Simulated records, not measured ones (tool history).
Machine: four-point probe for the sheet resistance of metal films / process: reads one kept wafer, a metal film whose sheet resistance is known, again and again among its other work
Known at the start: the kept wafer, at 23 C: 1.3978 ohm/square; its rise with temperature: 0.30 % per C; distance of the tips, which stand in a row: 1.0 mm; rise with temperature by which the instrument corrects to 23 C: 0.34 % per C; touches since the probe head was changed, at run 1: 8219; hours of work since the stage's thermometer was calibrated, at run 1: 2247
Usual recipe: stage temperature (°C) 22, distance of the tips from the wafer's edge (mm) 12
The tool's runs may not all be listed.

run,day,stage temperature (°C),distance of the tips from the wafer's edge (mm),touches since the probe head was changed,hours of work since the stage's thermometer was calibrated,sheet resistance as the instrument gives it (ohm/square)
1,0.000,22,12,8219,2247,1.397618
2,0.425,22,12,8410,2254,1.398176
3,0.746,22,12,8557,2260,1.397731
4,1.354,21,12,8831,2270,1.398303
5,1.650,22,12,8965,2276,1.397910
6,2.133,27,12,9183,2284,1.395273
7,2.750,27,12,9461,2294,1.395232
8,3.296,22,12,9709,2304,1.397784
9,3.600,22,12,9846,2309,1.398196
10,3.929,22,12,9994,2314,1.397696
11,4.567,22,12,10283,2325,1.398642
12,4.862,23,12,10417,2331,1.397327
13,5.504,23,12,10706,2341,1.397566
14,5.825,23,12,10851,2347,1.397924
15,6.246,22,12,11042,2354,1.398258
16,6.754,22,12,11272,2363,1.398681
# day 6.900: stage's thermometer calibrated
17,7.200,22,12,11463,5,1.399297
18,7.583,25,12,11636,12,1.397103
19,8.233,34,22,11930,23,1.388204
# day 8.679: stage's thermometer calibrated, once more
20,8.896,24,7,12220,4,1.404802
21,9.617,24,7,12546,16,1.405047
22,10.267,21,6,12840,27,1.411841
23,10.825,30,38,13093,37,1.387070
24,11.183,29,12,13253,43,1.392096
25,11.633,23,71,13457,51,1.390395
26,11.971,20,31,13610,56,1.393370
27,12.629,18,12,13907,68,1.399004
28,13.017,29,16,14083,74,1.390097
29,13.675,34,3,14380,86,1.462218
30,14.300,27,33,14662,96,1.388984
31,14.888,34,58,14927,106,1.384870
32,15.321,22,23,15124,114,1.393039
33,15.817,29,7,15347,122,1.402791
34,16.338,23,34,15582,131,1.391558

Alternative continuations, all from the tool just after run 34; predict every row:
A,16.738,22,19,15764,138,?
B,16.738,22,11,15764,138,?
C,16.738,21,52,15764,138,?
D,16.738,18,14,15764,138,?

run,sheet resistance as the instrument gives it (ohm/square)
A,1.394012
B,1.397792
C,1.392627
D,1.398201
Without the tool's unlogged condition, the same runs would have read:
run,sheet resistance as the instrument gives it (ohm/square)
A,1.400861
B,1.404657
C,1.399469
D,1.405069
